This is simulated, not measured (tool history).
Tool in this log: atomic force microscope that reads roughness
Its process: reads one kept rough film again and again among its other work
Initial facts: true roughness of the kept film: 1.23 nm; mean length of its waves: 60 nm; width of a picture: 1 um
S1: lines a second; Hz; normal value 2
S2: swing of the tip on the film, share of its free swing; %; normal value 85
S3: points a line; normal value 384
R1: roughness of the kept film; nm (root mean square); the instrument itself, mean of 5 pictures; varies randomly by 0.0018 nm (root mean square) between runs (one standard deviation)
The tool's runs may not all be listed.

Run 1, hour 0: usual settings. Result: R1 0.948 nm (root mean square).
Run 2, hour 12: usual settings. Result: R1 0.946 nm (root mean square).
Run 3, hour 25.6: usual settings. Result: R1 0.943 nm (root mean square).
At hour 33.7: new tip fitted.
Run 4, hour 34.8: usual settings but S2 68 %. Result: R1 1.094 nm (root mean square).
Run 5, hour 43.1: usual settings but S1 1.34 Hz. Result: R1 1.031 nm (root mean square).
Run 6, hour 50: usual settings. Result: R1 0.957 nm (root mean square).
Run 7, hour 56.9: usual settings. Result: R1 0.955 nm (root mean square).
Run 8, hour 63.5: usual settings but S3 349. Result: R1 0.953 nm (root mean square).
Run 9, hour 70.3: usual settings but S3 349. Result: R1 0.952 nm (root mean square).
Run 10, hour 80.1: usual settings. Result: R1 0.949 nm (root mean square).
Run 11, hour 88.5: usual settings but S3 405. Result: R1 0.945 nm (root mean square).
Run 12, hour 96.9: usual settings but S3 405. Result: R1 0.941 nm (root mean square).
At hour 101.2: new tip fitted.
Run 13, hour 109.7: usual settings but S3 405. Result: R1 0.963 nm (root mean square).
Run 14, hour 122: usual settings but S3 405. Result: R1 0.955 nm (root mean square).
Run 15, hour 132.4: usual settings but S3 405. Result: R1 0.949 nm (root mean square).
Run 16, hour 144.2: usual settings but S3 405. Result: R1 0.945 nm (root mean square).
Run 17, hour 153: usual settings but S3 405. Result: R1 0.945 nm (root mean square).
Run 18, hour 163.8: usual settings but S1 0.65 Hz. Result: R1 1.101 nm (root mean square).
At hour 168.6: new tip fitted.
Run 19, hour 177.7: usual settings but S1 0.65 Hz. Result: R1 1.116 nm (root mean square).
Run 20, hour 191.5: usual settings but S1 0.65 Hz. Result: R1 1.112 nm (root mean square).
Run 21, hour 206.1: usual settings but S1 0.65 Hz. Result: R1 1.104 nm (root mean square).
Run 22, hour 217.4: usual settings but S1 0.65 Hz. Result: R1 1.103 nm (root mean square).
Run 23, hour 225.3: usual settings but S1 0.65 Hz. Result: R1 1.097 nm (root mean square).
At hour 236.9: new tip fitted.
Run 24, hour 239.5: usual settings but S1 1.2 Hz. Result: R1 1.046 nm (root mean square).
Run 25, hour 248.5: usual settings but S1 1.2 Hz. Result: R1 1.047 nm (root mean square).
Run 26, hour 258.2: usual settings but S3 321. Result: R1 0.953 nm (root mean square).
Run 27, hour 269.4: usual settings but S3 321. Result: R1 0.951 nm (root mean square).
Run 28, hour 275.5: usual settings but S1 0.54 Hz, S2 74 %, S3 700. Result: R1 1.153 nm (root mean square).
Run 29, hour 285: usual settings but S2 73 %, S3 427. Result: R1 1.048 nm (root mean square).
Run 30, hour 292.4: usual settings but S2 73 %, S3 427. Result: R1 1.047 nm (root mean square).
Run 31, hour 300: usual settings but S2 73 %, S3 427. Result: R1 1.044 nm (root mean square).
At hour 304.8: new tip fitted.
Run 32, hour 310.7: usual settings but S1 2.1 Hz, S2 73 %, S3 427. Result: R1 1.055 nm (root mean square).
Run 33, hour 321.5: usual settings but S1 1.18 Hz, S2 73 %, S3 427. Result: R1 1.116 nm (root mean square).
Run 34, hour 330: usual settings but S1 1.18 Hz, S2 73 %, S3 427. Result: R1 1.108 nm (root mean square).
Run 35, hour 336.2: usual settings but S1 0.65 Hz, S2 86 %, S3 443. Result: R1 1.103 nm (root mean square).
Run 36, hour 350.3: usual settings but S1 0.65 Hz, S2 86 %, S3 443. Result: R1 1.099 nm (root mean square).
Run 37, hour 359.8: usual settings but S1 1.35 Hz, S2 68 %, S3 394. Result: R1 1.11 nm (root mean square).
Run 38, hour 366.8: usual settings but S1 1.35 Hz, S2 68 %, S3 394. Result: R1 1.11 nm (root mean square).
At hour 372.6: new tip fitted.
Run 39, hour 378: usual settings but S1 1.35 Hz, S2 68 %, S3 394. Result: R1 1.127 nm (root mean square).
Run 40, hour 388.7: usual settings but S1 1.49 Hz, S3 696. Result: R1 1.009 nm (root mean square).
Run 41, hour 399.2: usual settings but S1 0.79 Hz, S2 66 %, S3 794. Result: R1 1.162 nm (root mean square).
Run 42, hour 413.4: usual settings but S1 0.68 Hz, S2 61 %. Result: R1 1.175 nm (root mean square).
Run 43, hour 420.3: usual settings but S1 0.68 Hz, S2 61 %. Result: R1 1.168 nm (root mean square).
Run 44, hour 429.4: usual settings but S1 0.68 Hz, S2 61 %. Result: R1 1.166 nm (root mean square).
Run 45, hour 438.8: usual settings but S1 0.77 Hz, S2 70 %. Result: R1 1.136 nm (root mean square).
At hour 440.7: new tip fitted.
Run 46, hour 446.1: usual settings but S1 0.77 Hz, S2 70 %. Result: R1 1.16 nm (root mean square).
Run 47, hour 456.8: usual settings but S1 2.36 Hz, S2 59 %, S3 498. Result: R1 1.126 nm (root mean square).
Run 48, hour 463.5: usual settings but S1 2.36 Hz, S2 59 %, S3 498. Result: R1 1.125 nm (root mean square).
Run 49, hour 474.9: usual settings but S1 2.36 Hz, S2 59 %, S3 498. Result: R1 1.122 nm (root mean square).
Run 50, hour 482.4: usual settings but S1 2.36 Hz, S2 84 %, S3 272. Result: R1 0.922 nm (root mean square).
Run 51, hour 488.5: usual settings but S1 1.62 Hz, S2 67 %, S3 364. Result: R1 1.102 nm (root mean square).
Run 52, hour 498.2: usual settings. Result: R1 0.94 nm (root mean square).

Below are 3 alternative next runs, each starting from the tool's condition after run 52. Predict each:
At hour 508.7: new tip fitted.
Run A, hour 512.4: usual settings but S1 1.2 Hz, S2 60 %. Result: R1 ?.
At hour 508.7: new tip fitted.
Run B, hour 512.4: usual settings but S2 59 %. Result: R1 ?.
At hour 508.7: new tip fitted.
Run C, hour 512.4: usual settings but S1 3.26 Hz, S3 533. Result: R1 ?.

run     R1
  A  1.169
  B  1.141
  C  0.848
With no hidden state in the tool, these same runs would have given:
run     R1
  A  1.172
  B  1.145
  C  0.851

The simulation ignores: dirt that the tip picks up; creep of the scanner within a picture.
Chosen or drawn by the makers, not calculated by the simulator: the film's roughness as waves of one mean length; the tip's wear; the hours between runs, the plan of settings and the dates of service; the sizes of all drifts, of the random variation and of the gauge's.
